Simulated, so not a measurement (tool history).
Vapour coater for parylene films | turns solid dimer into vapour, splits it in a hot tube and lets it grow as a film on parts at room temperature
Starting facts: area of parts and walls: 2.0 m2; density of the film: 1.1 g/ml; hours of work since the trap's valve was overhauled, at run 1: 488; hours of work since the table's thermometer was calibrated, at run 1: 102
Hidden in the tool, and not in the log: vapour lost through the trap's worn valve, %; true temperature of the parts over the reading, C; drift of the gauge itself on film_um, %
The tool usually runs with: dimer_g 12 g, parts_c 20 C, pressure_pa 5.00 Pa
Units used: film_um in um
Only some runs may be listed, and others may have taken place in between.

run,hour,dimer_g,parts_c,pressure_pa,hours of work since the trap's valve was overhauled,hours of work since the table's thermometer was calibrated,film_um
1,0.0,12,20,5.00,488,102,3.607
2,10.5,12,20,5.00,493,107,3.601
3,20.8,12,20,5.00,497,111,3.606
4,28.4,12,20,5.00,500,114,3.598
5,41.8,12,20,5.00,506,120,3.597
6,50.5,12,20,5.00,510,124,3.591
7,62.2,12,20,5.00,515,129,3.594
8,77.2,12,20,5.00,521,135,3.593
9,90.5,12,20,5.00,527,141,3.603
10,100.6,12,20,5.00,531,145,3.598
11,113.5,12,20,5.00,537,151,3.583
12,128.1,9,22,2.92,543,157,2.609
13,142.8,9,13,11.84,549,163,3.388
14,149.8,9,13,11.84,552,166,3.369
15,165.2,9,13,11.84,559,173,3.391
16,175.3,10,20,11.45,563,177,2.679
17,183.2,20,20,3.44,566,180,6.259
18,200.2,7,24,3.08,574,188,1.831

What if the next run were any one of these 3? Each begins from the tool's condition after run 18:
A,216.4,10,23,3.56,580,195,?
B,216.4,12,20,3.25,580,195,?
C,216.4,17,30,10.64,580,195,?

run,film_um
A,2.693
B,3.792
C,2.827
The same runs, with their run-to-run variation unchanged, on a tool lacking any hidden condition would have given:
run,film_um
A,2.775
B,3.908
C,2.913

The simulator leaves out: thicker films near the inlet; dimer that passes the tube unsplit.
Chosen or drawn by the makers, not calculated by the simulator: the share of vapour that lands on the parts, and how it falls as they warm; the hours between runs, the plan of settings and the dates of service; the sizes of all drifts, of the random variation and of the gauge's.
